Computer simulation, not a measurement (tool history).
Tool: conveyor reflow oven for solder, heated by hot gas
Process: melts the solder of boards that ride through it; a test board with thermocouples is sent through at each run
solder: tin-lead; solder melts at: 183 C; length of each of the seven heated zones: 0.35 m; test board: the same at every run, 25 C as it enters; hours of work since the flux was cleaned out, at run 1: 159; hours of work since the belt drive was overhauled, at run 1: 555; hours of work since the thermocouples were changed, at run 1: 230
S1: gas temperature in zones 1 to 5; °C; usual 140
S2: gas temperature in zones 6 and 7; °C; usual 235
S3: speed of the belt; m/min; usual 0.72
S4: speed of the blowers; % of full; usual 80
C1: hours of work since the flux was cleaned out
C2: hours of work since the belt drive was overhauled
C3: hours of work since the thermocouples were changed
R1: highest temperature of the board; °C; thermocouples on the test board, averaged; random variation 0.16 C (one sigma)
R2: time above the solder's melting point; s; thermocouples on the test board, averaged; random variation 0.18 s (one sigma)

run	hour	S1	S2	S3	S4	C1	C2	C3	R1	R2
1	0	140	235	0.72	80	159	555	230	215.7	42.9
2	15.8	140	235	0.72	80	172	567	242	215.4	43.3
3	39.2	140	235	0.72	80	190	585	260	215.1	42.8
# hour 58.5: flux residue cleaned out of gas plates and filters
4	60.5	140	235	0.72	80	2	598	273	217.2	44.5
5	77.7	140	235	0.696	80	15	612	286	218.2	47
6	93.6	140	248	0.72	80	27	624	299	228.1	50.6
7	118.1	140	233	0.72	80	46	643	318	215	43.4
8	140.8	140	233	0.72	80	64	661	335	215.2	43
9	155	140	235	0.72	80	75	672	346	216.5	44.5
10	175.1	140	235	0.72	80	91	687	362	216.4	43.8
11	188.3	140	235	0.72	80	101	698	372	216.3	44.3
12	211.6	140	235	0.72	80	119	716	391	216.4	43.9
13	233.4	140	235	0.72	80	136	733	408	216.1	43.9
14	246.7	140	235	0.72	90	147	743	418	217.9	45.2
15	264.7	127	235	0.72	80	161	757	432	213	38.6
16	279.1	127	235	0.72	80	172	768	443	213	38
17	302.4	140	235	0.72	58	190	787	461	210.2	38.6
# hour 321.2: flux residue cleaned out of gas plates and filters
18	321.2	126	242	0.859	62	0	797	472	207.6	26.9
19	334	155	229	0.833	77	10	807	482	211.1	38.9
20	347.1	140	248	0.72	66	20	817	492	225.3	48.9
21	359	136	240	0.595	80	29	827	502	227.5	60.7
22	376.1	140	228	0.841	80	43	840	515	206.6	31
23	393.7	153	228	0.841	68	56	854	529	206.7	34.3
24	418.6	153	228	0.841	68	76	873	548	206.5	33.9

The next listed run, before its measurement:
25	440.1	153	228	0.841	68	93	890	565	?	?

R1: 206.7 °C
R2: 34 s
Without the tool's hidden state the same run would have given R1 205.9 °C, R2 32.5 s.
